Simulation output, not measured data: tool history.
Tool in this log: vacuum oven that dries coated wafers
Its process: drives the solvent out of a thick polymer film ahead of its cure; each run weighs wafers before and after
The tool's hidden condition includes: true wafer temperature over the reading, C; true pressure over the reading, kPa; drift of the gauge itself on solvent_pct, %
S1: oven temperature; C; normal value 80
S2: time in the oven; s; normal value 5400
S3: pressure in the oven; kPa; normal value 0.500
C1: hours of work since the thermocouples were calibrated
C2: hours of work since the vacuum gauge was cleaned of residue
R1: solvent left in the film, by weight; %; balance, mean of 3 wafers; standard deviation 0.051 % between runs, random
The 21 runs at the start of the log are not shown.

{"day": 43.533, "done": "vacuum gauge cleaned of residue and calibrated"}
{"run": 22, "day": 45.771, "S1": 86, "S2": 5400, "S3": 0.74, "C1": 121, "C2": 26, "R1": 0.78}
{"run": 23, "day": 47.925, "S1": 76, "S2": 2940, "S3": 0.5, "C1": 146, "C2": 51, "R1": 4.72}
{"day": 50.292, "done": "vacuum gauge cleaned of residue and calibrated, once more"}
{"run": 24, "day": 50.65, "S1": 76, "S2": 2940, "S3": 0.5, "C1": 176, "C2": 4, "R1": 4.56}
{"run": 25, "day": 53.062, "S1": 76, "S2": 2940, "S3": 0.5, "C1": 204, "C2": 32, "R1": 4.66}
{"run": 26, "day": 55.604, "S1": 82, "S2": 6360, "S3": 0.5, "C1": 233, "C2": 61, "R1": 0.58}
{"run": 27, "day": 56.988, "S1": 91, "S2": 5400, "S3": 0.395, "C1": 249, "C2": 77, "R1": 0.26}
{"run": 28, "day": 58.971, "S1": 90, "S2": 9480, "S3": 0.273, "C1": 272, "C2": 100, "R1": 0.15}
{"run": 29, "day": 61.35, "S1": 82, "S2": 5940, "S3": 1.938, "C1": 300, "C2": 127, "R1": 1.52}
{"run": 30, "day": 63.167, "S1": 82, "S2": 5940, "S3": 1.938, "C1": 320, "C2": 148, "R1": 1.54}
{"run": 31, "day": 64.621, "S1": 77, "S2": 5940, "S3": 0.803, "C1": 337, "C2": 165, "R1": 1.59}

Consider 5 possible next runs. They are alternatives, not a sequence: every one starts from the tool as it was left by run 31. What does each give?
{"run": "A", "day": 66.033, "S1": 72, "S2": 3720, "S3": 0.702, "C1": 354, "C2": 181, "R1": "?"}
{"run": "B", "day": 66.033, "S1": 80, "S2": 5400, "S3": 0.276, "C1": 354, "C2": 181, "R1": "?"}
{"run": "C", "day": 66.033, "S1": 73, "S2": 5820, "S3": 0.5, "C1": 354, "C2": 181, "R1": "?"}
{"run": "D", "day": 66.033, "S1": 88, "S2": 5940, "S3": 0.252, "C1": 354, "C2": 181, "R1": "?"}
{"run": "E", "day": 66.033, "S1": 77, "S2": 4980, "S3": 0.803, "C1": 354, "C2": 181, "R1": "?"}

run=A R1=4.89
run=B R1=1.02
run=C R1=2.28
run=D R1=0.29
run=E R1=2.19
With the hidden condition removed and each run's random variation left untouched, the same runs would have given:
run=A R1=4.48
run=B R1=0.84
run=C R1=1.98
run=D R1=0.22
run=E R1=1.91
